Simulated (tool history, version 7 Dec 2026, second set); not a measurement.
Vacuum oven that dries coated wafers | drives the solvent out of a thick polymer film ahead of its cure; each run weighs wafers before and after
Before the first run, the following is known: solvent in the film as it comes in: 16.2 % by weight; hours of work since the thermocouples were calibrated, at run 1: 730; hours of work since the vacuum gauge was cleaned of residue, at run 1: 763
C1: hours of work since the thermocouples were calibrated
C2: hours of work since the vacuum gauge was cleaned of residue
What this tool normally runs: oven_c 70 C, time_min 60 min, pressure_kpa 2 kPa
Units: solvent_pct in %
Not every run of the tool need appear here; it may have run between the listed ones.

{"run": 1, "hour": 0.0, "oven_c": 70, "time_min": 60, "pressure_kpa": 2, "C1": 730, "C2": 763, "solvent_pct": 1.53}
{"run": 2, "hour": 26.5, "oven_c": 70, "time_min": 60, "pressure_kpa": 2, "C1": 743, "C2": 776, "solvent_pct": 1.5}
{"run": 3, "hour": 57.2, "oven_c": 70, "time_min": 60, "pressure_kpa": 2, "C1": 759, "C2": 792, "solvent_pct": 1.54}
{"run": 4, "hour": 80.4, "oven_c": 70, "time_min": 71, "pressure_kpa": 2, "C1": 771, "C2": 804, "solvent_pct": 1.29}
{"run": 5, "hour": 109.9, "oven_c": 70, "time_min": 35, "pressure_kpa": 2, "C1": 786, "C2": 819, "solvent_pct": 3.01}
{"run": 6, "hour": 143.6, "oven_c": 70, "time_min": 35, "pressure_kpa": 2, "C1": 803, "C2": 836, "solvent_pct": 3.09}
{"run": 7, "hour": 176.5, "oven_c": 70, "time_min": 35, "pressure_kpa": 2, "C1": 820, "C2": 852, "solvent_pct": 3.11}
{"run": 8, "hour": 202.3, "oven_c": 70, "time_min": 60, "pressure_kpa": 1.86, "C1": 833, "C2": 866, "solvent_pct": 1.51}
{"run": 9, "hour": 240.7, "oven_c": 70, "time_min": 60, "pressure_kpa": 1.86, "C1": 852, "C2": 885, "solvent_pct": 1.51}
{"run": 10, "hour": 280.5, "oven_c": 70, "time_min": 60, "pressure_kpa": 1.86, "C1": 873, "C2": 905, "solvent_pct": 1.56}
{"run": 11, "hour": 310.0, "oven_c": 70, "time_min": 60, "pressure_kpa": 1.86, "C1": 888, "C2": 920, "solvent_pct": 1.5}
{"run": 12, "hour": 347.4, "oven_c": 70, "time_min": 98, "pressure_kpa": 2, "C1": 907, "C2": 940, "solvent_pct": 1.06}
{"run": 13, "hour": 378.8, "oven_c": 70, "time_min": 98, "pressure_kpa": 2, "C1": 923, "C2": 955, "solvent_pct": 1.09}
{"run": 14, "hour": 400.9, "oven_c": 70, "time_min": 60, "pressure_kpa": 2, "C1": 934, "C2": 967, "solvent_pct": 1.57}
{"run": 15, "hour": 428.6, "oven_c": 70, "time_min": 67, "pressure_kpa": 2, "C1": 948, "C2": 981, "solvent_pct": 1.43}
{"run": 16, "hour": 456.5, "oven_c": 71, "time_min": 60, "pressure_kpa": 2, "C1": 962, "C2": 995, "solvent_pct": 1.41}
{"hour": 475.9, "done": "vacuum gauge cleaned of residue and calibrated"}
{"run": 17, "hour": 501.6, "oven_c": 70, "time_min": 36, "pressure_kpa": 2, "C1": 984, "C2": 13, "solvent_pct": 2.96}
{"run": 18, "hour": 539.5, "oven_c": 70, "time_min": 60, "pressure_kpa": 2.13, "C1": 1004, "C2": 32, "solvent_pct": 1.6}
{"run": 19, "hour": 572.6, "oven_c": 70, "time_min": 60, "pressure_kpa": 2.13, "C1": 1021, "C2": 49, "solvent_pct": 1.6}
{"run": 20, "hour": 596.1, "oven_c": 70, "time_min": 60, "pressure_kpa": 2.13, "C1": 1033, "C2": 61, "solvent_pct": 1.59}
{"hour": 602.1, "done": "oven's thermocouples calibrated"}
{"run": 21, "hour": 620.4, "oven_c": 62, "time_min": 60, "pressure_kpa": 2, "C1": 9, "C2": 73, "solvent_pct": 3.64}
{"run": 22, "hour": 643.0, "oven_c": 70, "time_min": 60, "pressure_kpa": 4, "C1": 21, "C2": 84, "solvent_pct": 2.14}
{"run": 23, "hour": 671.0, "oven_c": 70, "time_min": 60, "pressure_kpa": 2, "C1": 35, "C2": 98, "solvent_pct": 1.39}
{"run": 24, "hour": 706.5, "oven_c": 70, "time_min": 41, "pressure_kpa": 7.82, "C1": 53, "C2": 116, "solvent_pct": 4.69}
{"run": 25, "hour": 747.7, "oven_c": 56, "time_min": 89, "pressure_kpa": 4.49, "C1": 74, "C2": 137, "solvent_pct": 6.21}
{"run": 26, "hour": 779.4, "oven_c": 75, "time_min": 60, "pressure_kpa": 2, "C1": 90, "C2": 154, "solvent_pct": 0.84}
{"run": 27, "hour": 810.6, "oven_c": 79, "time_min": 40, "pressure_kpa": 2, "C1": 106, "C2": 170, "solvent_pct": 0.73}
{"run": 28, "hour": 847.3, "oven_c": 69, "time_min": 41, "pressure_kpa": 1.85, "C1": 125, "C2": 188, "solvent_pct": 2.57}
{"run": 29, "hour": 883.6, "oven_c": 69, "time_min": 41, "pressure_kpa": 1.85, "C1": 143, "C2": 207, "solvent_pct": 2.58}
{"run": 30, "hour": 922.1, "oven_c": 69, "time_min": 41, "pressure_kpa": 1.85, "C1": 163, "C2": 226, "solvent_pct": 2.47}
{"run": 31, "hour": 959.6, "oven_c": 69, "time_min": 51, "pressure_kpa": 2.05, "C1": 182, "C2": 245, "solvent_pct": 2.01}
{"run": 32, "hour": 1003.6, "oven_c": 69, "time_min": 93, "pressure_kpa": 2.69, "C1": 205, "C2": 268, "solvent_pct": 1.41}
{"run": 33, "hour": 1023.8, "oven_c": 78, "time_min": 76, "pressure_kpa": 1.27, "C1": 215, "C2": 278, "solvent_pct": 0.45}
{"run": 34, "hour": 1058.1, "oven_c": 73, "time_min": 36, "pressure_kpa": 1.09, "C1": 232, "C2": 296, "solvent_pct": 1.56}
{"run": 35, "hour": 1085.6, "oven_c": 77, "time_min": 54, "pressure_kpa": 1.09, "C1": 246, "C2": 310, "solvent_pct": 0.46}
{"run": 36, "hour": 1128.8, "oven_c": 84, "time_min": 108, "pressure_kpa": 3.74, "C1": 268, "C2": 332, "solvent_pct": 0.92}
{"run": 37, "hour": 1161.8, "oven_c": 84, "time_min": 108, "pressure_kpa": 3.74, "C1": 285, "C2": 348, "solvent_pct": 0.97}
{"run": 38, "hour": 1190.5, "oven_c": 84, "time_min": 108, "pressure_kpa": 3.74, "C1": 300, "C2": 363, "solvent_pct": 1.01}
{"run": 39, "hour": 1216.8, "oven_c": 68, "time_min": 43, "pressure_kpa": 5.33, "C1": 313, "C2": 376, "solvent_pct": 4.27}
{"run": 40, "hour": 1239.5, "oven_c": 67, "time_min": 64, "pressure_kpa": 5.84, "C1": 325, "C2": 388, "solvent_pct": 3.83}
{"run": 41, "hour": 1260.5, "oven_c": 80, "time_min": 60, "pressure_kpa": 2, "C1": 335, "C2": 399, "solvent_pct": 0.64}
{"run": 42, "hour": 1285.9, "oven_c": 80, "time_min": 60, "pressure_kpa": 2, "C1": 348, "C2": 412, "solvent_pct": 0.64}
{"run": 43, "hour": 1305.8, "oven_c": 66, "time_min": 74, "pressure_kpa": 2, "C1": 358, "C2": 422, "solvent_pct": 1.85}
{"run": 44, "hour": 1332.9, "oven_c": 66, "time_min": 74, "pressure_kpa": 2, "C1": 372, "C2": 436, "solvent_pct": 1.92}
{"run": 45, "hour": 1355.5, "oven_c": 71, "time_min": 33, "pressure_kpa": 2, "C1": 384, "C2": 447, "solvent_pct": 2.79}
{"run": 46, "hour": 1377.7, "oven_c": 73, "time_min": 60, "pressure_kpa": 6.02, "C1": 395, "C2": 458, "solvent_pct": 2.66}

Forecast each of these 3 alternatives for the next run:
{"run": "A", "hour": 1413.9, "oven_c": 85, "time_min": 60, "pressure_kpa": 2, "C1": 414, "C2": 477, "solvent_pct": "?"}
{"run": "B", "hour": 1413.9, "oven_c": 73, "time_min": 79, "pressure_kpa": 2.42, "C1": 414, "C2": 477, "solvent_pct": "?"}
{"run": "C", "hour": 1413.9, "oven_c": 61, "time_min": 60, "pressure_kpa": 4.76, "C1": 414, "C2": 477, "solvent_pct": "?"}

run=A solvent_pct=0.53
run=B solvent_pct=0.98
run=C solvent_pct=5.69
Had the tool no hidden state, the same runs would have come out as:
run=A solvent_pct=0.5
run=B solvent_pct=0.93
run=C solvent_pct=5.55
